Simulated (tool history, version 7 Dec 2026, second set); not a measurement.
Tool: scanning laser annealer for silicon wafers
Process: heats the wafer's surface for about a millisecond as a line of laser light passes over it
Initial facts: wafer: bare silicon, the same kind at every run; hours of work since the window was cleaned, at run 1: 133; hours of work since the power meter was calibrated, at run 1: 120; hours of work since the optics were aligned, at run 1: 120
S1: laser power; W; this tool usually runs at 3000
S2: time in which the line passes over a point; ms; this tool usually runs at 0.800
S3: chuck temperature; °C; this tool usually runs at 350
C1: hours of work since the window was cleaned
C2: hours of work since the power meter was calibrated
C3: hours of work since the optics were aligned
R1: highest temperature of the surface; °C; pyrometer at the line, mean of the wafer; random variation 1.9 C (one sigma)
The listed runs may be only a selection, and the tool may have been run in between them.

| run | hour | S1 | S2 | S3 | C1 | C2 | C3 | R1 |
|---|---|---|---|---|---|---|---|---|
| 1 | 0.0 | 3000 | 0.800 | 350 | 133 | 120 | 120 | 1080 |
| 2 | 18.0 | 3000 | 0.800 | 350 | 141 | 129 | 129 | 1077 |
| 3 | 34.3 | 3000 | 0.800 | 350 | 149 | 136 | 136 | 1072 |
| 4 | 54.7 | 3000 | 0.800 | 350 | 158 | 146 | 146 | 1072 |
| 5 | 71.9 | 3000 | 0.800 | 350 | 166 | 153 | 153 | 1075 |
| 6 | 91.4 | 3000 | 0.800 | 350 | 175 | 162 | 162 | 1075 |
| 7 | 100.7 | 3000 | 0.800 | 350 | 179 | 167 | 167 | 1073 |
| 8 | 115.0 | 3000 | 0.800 | 350 | 186 | 173 | 173 | 1071 |
| 9 | 124.8 | 3129 | 0.800 | 350 | 190 | 178 | 178 | 1105 |
| 10 | 137.4 | 3129 | 0.800 | 350 | 196 | 184 | 184 | 1103 |
| 11 | 148.4 | 3129 | 0.800 | 350 | 201 | 189 | 189 | 1100 |
| 12 | 161.3 | 3129 | 0.800 | 350 | 207 | 195 | 195 | 1099 |
| 13 | 178.4 | 3129 | 0.800 | 350 | 215 | 202 | 202 | 1101 |
| 14 | 191.9 | 3129 | 0.800 | 350 | 221 | 209 | 209 | 1102 |
| 15 | 208.9 | 3129 | 0.800 | 350 | 229 | 216 | 216 | 1100 |
| 16 | 224.5 | 3000 | 0.754 | 350 | 236 | 224 | 224 | 1044 |
| 17 | 243.5 | 3000 | 0.754 | 350 | 245 | 232 | 232 | 1046 |
| 18 | 257.9 | 3000 | 0.800 | 350 | 251 | 239 | 239 | 1064 |
| 19 | 273.6 | 3000 | 0.800 | 350 | 259 | 246 | 246 | 1061 |
| 20 | 283.4 | 3000 | 0.800 | 350 | 263 | 251 | 251 | 1062 |
| 21 | 303.1 | 2610 | 0.800 | 350 | 272 | 260 | 260 | 960 |
| 22 | 317.1 | 2950 | 0.872 | 315 | 279 | 266 | 266 | 1042 |
| 23 | 330.9 | 3001 | 0.711 | 372 | 285 | 272 | 272 | 1047 |
| 24 | 341.9 | 3001 | 0.711 | 372 | 290 | 277 | 277 | 1046 |
| 25 | 358.6 | 3001 | 0.711 | 372 | 298 | 285 | 285 | 1047 |
| 26 | 370.4 | 2658 | 0.574 | 384 | 303 | 291 | 291 | 922 |
| 27 | 386.1 | 3120 | 0.809 | 365 | 310 | 298 | 298 | 1107 |
|  | 389.1 | window over the wafer cleaned |
| 28 | 402.5 | 3120 | 0.809 | 365 | 6 | 304 | 304 | 1102 |
| 29 | 413.0 | 3083 | 0.809 | 321 | 11 | 309 | 309 | 1047 |
| 30 | 431.2 | 3120 | 0.827 | 374 | 19 | 318 | 318 | 1114 |
| 31 | 444.1 | 3223 | 0.827 | 339 | 25 | 324 | 324 | 1102 |
|  | 459.2 | window over the wafer cleaned, once more |
| 32 | 462.3 | 3032 | 0.800 | 350 | 1 | 331 | 331 | 1099 |
| 33 | 482.0 | 3032 | 0.856 | 368 | 10 | 340 | 340 | 1140 |
| 34 | 498.7 | 3203 | 0.856 | 368 | 18 | 348 | 348 | 1181 |
| 35 | 512.9 | 2748 | 0.673 | 350 | 25 | 354 | 354 | 970 |
| 36 | 524.5 | 2624 | 0.629 | 350 | 30 | 360 | 360 | 921 |
| 37 | 537.9 | 2624 | 0.629 | 350 | 36 | 366 | 366 | 920 |
| 38 | 554.2 | 3000 | 0.898 | 335 | 44 | 373 | 373 | 1107 |
| 39 | 564.5 | 3130 | 0.924 | 361 | 48 | 378 | 378 | 1181 |
| 40 | 579.3 | 3130 | 0.924 | 361 | 55 | 385 | 385 | 1178 |

Branching from run 40: 4 alternative next runs. What would each branch give?
| A | 587.9 | 2595 | 0.800 | 350 | 59 | 389 | 389 | ? |
| B | 587.9 | 3130 | 0.579 | 361 | 59 | 389 | 389 | ? |
| C | 587.9 | 2555 | 0.600 | 358 | 59 | 389 | 389 | ? |
| D | 587.9 | 2790 | 0.924 | 327 | 59 | 389 | 389 | ? |

| run | R1 |
|---|---|
| A | 975 |
| B | 1028 |
| C | 899 |
| D | 1048 |
Without the tool's hidden state the same runs would have given:
| run | R1 |
|---|---|
| A | 984 |
| B | 1038 |
| C | 907 |
| D | 1059 |
